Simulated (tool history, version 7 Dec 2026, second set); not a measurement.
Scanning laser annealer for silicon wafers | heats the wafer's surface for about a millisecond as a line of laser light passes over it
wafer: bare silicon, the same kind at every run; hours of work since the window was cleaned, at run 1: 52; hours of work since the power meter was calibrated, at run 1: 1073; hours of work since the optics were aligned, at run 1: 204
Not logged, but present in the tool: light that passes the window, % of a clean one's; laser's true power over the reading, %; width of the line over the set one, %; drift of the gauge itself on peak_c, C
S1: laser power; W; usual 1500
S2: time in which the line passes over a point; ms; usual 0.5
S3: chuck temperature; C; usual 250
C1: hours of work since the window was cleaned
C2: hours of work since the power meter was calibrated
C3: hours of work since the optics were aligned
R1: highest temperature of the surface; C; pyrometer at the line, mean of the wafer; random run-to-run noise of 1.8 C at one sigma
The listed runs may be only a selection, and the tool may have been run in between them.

Run 1, hour 0: usual settings; C1 52; C2 1073; C3 204. Result: R1 1043 C.
Run 2, hour 33.5: usual settings; C1 75; C2 1096; C3 226. Result: R1 1044 C.
Run 3, hour 72.2: usual settings; C1 101; C2 1122; C3 252. Result: R1 1040 C.
Run 4, hour 114: usual settings; C1 129; C2 1150; C3 280. Result: R1 1039 C.
Run 5, hour 161.9: usual settings but S1 1368 W; C1 161; C2 1182; C3 313. Result: R1 964 C.
Run 6, hour 194: usual settings but S3 253 C; C1 183; C2 1204; C3 334. Result: R1 1037 C.
Run 7, hour 251.1: usual settings but S3 253 C; C1 221; C2 1242; C3 373. Result: R1 1036 C.
Run 8, hour 304.2: usual settings; C1 257; C2 1278; C3 409. Result: R1 1031 C.
Run 9, hour 354.4: usual settings but S3 249 C; C1 291; C2 1312; C3 442. Result: R1 1026 C.
Run 10, hour 405.7: usual settings but S3 249 C; C1 325; C2 1346; C3 477. Result: R1 1026 C.
Run 11, hour 450.5: usual settings but S3 275 C; C1 356; C2 1377; C3 507. Result: R1 1052 C.
Run 12, hour 501.1: usual settings but S3 275 C; C1 390; C2 1411; C3 541. Result: R1 1044 C.
Run 13, hour 572.5: usual settings but S1 1519 W, S2 0.424 ms, S3 246 C; C1 438; C2 1459; C3 589. Result: R1 972 C.
Run 14, hour 630.8: usual settings but S1 1519 W, S2 0.424 ms, S3 246 C; C1 477; C2 1498; C3 629. Result: R1 973 C.
Run 15, hour 678.6: usual settings but S1 1579 W, S2 0.444 ms; C1 509; C2 1530; C3 661. Result: R1 1016 C.
Run 16, hour 742.4: usual settings but S1 1491 W, S2 0.557 ms, S3 254 C; C1 552; C2 1573; C3 704. Result: R1 1050 C.

The next listed run, before its measurement:
Run 17, hour 773.2: usual settings but S1 1386 W, S2 0.433 ms, S3 264 C; C1 573; C2 1594; C3 725. Result: R1 ?.

{"run 17": {"R1": 921}}
Without the tool's hidden state the same run would have given R1 954 C.
